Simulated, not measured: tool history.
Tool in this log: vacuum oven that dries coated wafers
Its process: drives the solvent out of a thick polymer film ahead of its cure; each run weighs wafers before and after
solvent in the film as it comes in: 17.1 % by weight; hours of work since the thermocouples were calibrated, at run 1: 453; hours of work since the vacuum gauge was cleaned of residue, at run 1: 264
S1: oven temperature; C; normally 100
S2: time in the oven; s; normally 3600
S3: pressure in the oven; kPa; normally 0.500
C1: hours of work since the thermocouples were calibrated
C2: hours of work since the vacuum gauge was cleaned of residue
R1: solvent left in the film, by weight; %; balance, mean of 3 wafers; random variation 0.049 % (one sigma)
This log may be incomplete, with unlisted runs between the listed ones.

run 1 hour=0.0 | S1=100 S2=3600 S3=0.500 | C1=453 C2=264 | R1=3.84
run 2 hour=6.2 | S1=100 S2=3600 S3=0.500 | C1=457 C2=268 | R1=3.76
run 3 hour=16.5 | S1=100 S2=3600 S3=0.500 | C1=463 C2=275 | R1=3.78
run 4 hour=27.3 | S1=100 S2=5340 S3=0.500 | C1=470 C2=282 | R1=2.23
run 5 hour=38.4 | S1=100 S2=3600 S3=0.500 | C1=477 C2=289 | R1=3.72
run 6 hour=47.8 | S1=100 S2=3600 S3=0.500 | C1=483 C2=295 | R1=3.80
run 7 hour=60.2 | S1=100 S2=3600 S3=0.500 | C1=491 C2=303 | R1=3.85
run 8 hour=69.5 | S1=100 S2=3720 S3=0.500 | C1=497 C2=309 | R1=3.66
run 9 hour=77.4 | S1=100 S2=3720 S3=0.500 | C1=503 C2=314 | R1=3.59
run 10 hour=87.5 | S1=100 S2=3720 S3=0.500 | C1=509 C2=320 | R1=3.61
run 11 hour=99.0 | S1=100 S2=3720 S3=0.500 | C1=516 C2=328 | R1=3.81
run 12 hour=109.1 | S1=100 S2=3720 S3=1.625 | C1=523 C2=334 | R1=4.82
run 13 hour=117.3 | S1=100 S2=3600 S3=0.500 | C1=528 C2=340 | R1=3.76
run 14 hour=124.6 | S1=100 S2=3600 S3=0.500 | C1=533 C2=344 | R1=3.75
run 15 hour=131.8 | S1=100 S2=3600 S3=0.741 | C1=538 C2=349 | R1=4.03
run 16 hour=137.9 | S1=100 S2=3600 S3=0.741 | C1=541 C2=353 | R1=4.11
run 17 hour=146.6 | S1=100 S2=3600 S3=0.500 | C1=547 C2=358 | R1=3.93
run 18 hour=160.3 | S1=100 S2=3600 S3=0.500 | C1=556 C2=367 | R1=3.90
run 19 hour=167.7 | S1=100 S2=3600 S3=0.500 | C1=561 C2=372 | R1=3.94
run 20 hour=173.7 | S1=100 S2=3600 S3=0.425 | C1=564 C2=376 | R1=3.80
run 21 hour=185.1 | S1=100 S2=3600 S3=0.500 | C1=572 C2=383 | R1=3.74
run 22 hour=196.5 | S1=100 S2=3600 S3=0.500 | C1=579 C2=391 | R1=3.87
run 23 hour=207.7 | S1=100 S2=5700 S3=0.500 | C1=586 C2=398 | R1=2.15
run 24 hour=221.3 | S1=100 S2=2460 S3=0.500 | C1=595 C2=407 | R1=5.62
run 25 hour=228.1 | S1=100 S2=2160 S3=1.829 | C1=599 C2=411 | R1=7.36
run 26 hour=236.0 | S1=100 S2=5400 S3=0.282 | C1=605 C2=416 | R1=2.07
run 27 hour=247.8 | S1=105 S2=4380 S3=0.253 | C1=612 C2=424 | R1=1.71
run 28 hour=260.6 | S1=94 S2=3180 S3=1.469 | C1=620 C2=432 | R1=7.22
run 29 hour=270.1 | S1=94 S2=3540 S3=1.242 | C1=626 C2=438 | R1=6.56
run 30 hour=277.2 | S1=94 S2=3540 S3=1.242 | C1=631 C2=442 | R1=6.60
run 31 hour=288.0 | S1=91 S2=3360 S3=0.539 | C1=638 C2=449 | R1=6.96
run 32 hour=296.4 | S1=94 S2=1920 S3=1.523 | C1=643 C2=455 | R1=9.28
run 33 hour=304.5 | S1=94 S2=4260 S3=1.523 | C1=649 C2=460 | R1=5.99
run 34 hour=313.7 | S1=100 S2=3720 S3=0.424 | C1=655 C2=466 | R1=3.72
run 35 hour=325.8 | S1=85 S2=5640 S3=1.216 | C1=662 C2=474 | R1=7.51
run 36 hour=332.5 | S1=114 S2=5280 S3=1.216 | C1=667 C2=478 | R1=1.22
run 37 hour=339.2 | S1=100 S2=3840 S3=0.500 | C1=671 C2=482 | R1=3.68
run 38 hour=352.0 | S1=110 S2=5220 S3=1.070 | C1=679 C2=491 | R1=1.41
run 39 hour=363.8 | S1=112 S2=1980 S3=0.802 | C1=687 C2=498 | R1=3.68
run 40 hour=375.4 | S1=104 S2=3420 S3=0.837 | C1=694 C2=506 | R1=3.42
run 41 hour=387.1 | S1=100 S2=1920 S3=0.500 | C1=702 C2=513 | R1=6.96
run 42 hour=400.8 | S1=100 S2=1920 S3=0.500 | C1=711 C2=522 | R1=6.90
run 43 hour=410.5 | S1=100 S2=5760 S3=0.500 | C1=717 C2=528 | R1=2.17
run 44 hour=418.6 | S1=100 S2=5760 S3=0.500 | C1=722 C2=533 | R1=2.14
run 45 hour=432.2 | S1=100 S2=3600 S3=0.418 | C1=731 C2=542 | R1=3.88
run 46 hour=440.2 | S1=100 S2=3600 S3=0.418 | C1=736 C2=547 | R1=3.86
run 47 hour=448.0 | S1=93 S2=2520 S3=0.463 | C1=741 C2=552 | R1=7.89

3 options for the next run, each taken on its own from the tool as it stands now. Forecast them:
run A hour=455.3 | S1=93 S2=5700 S3=1.984 | C1=746 C2=557 | R1=?
run B hour=455.3 | S1=100 S2=2760 S3=1.856 | C1=746 C2=557 | R1=?
run C hour=455.3 | S1=89 S2=2520 S3=1.204 | C1=746 C2=557 | R1=?

run=A R1=6.00
run=B R1=6.41
run=C R1=9.58
With the hidden condition removed and each run's random variation left untouched, the same runs would have given:
run=A R1=5.31
run=B R1=5.84
run=C R1=9.02
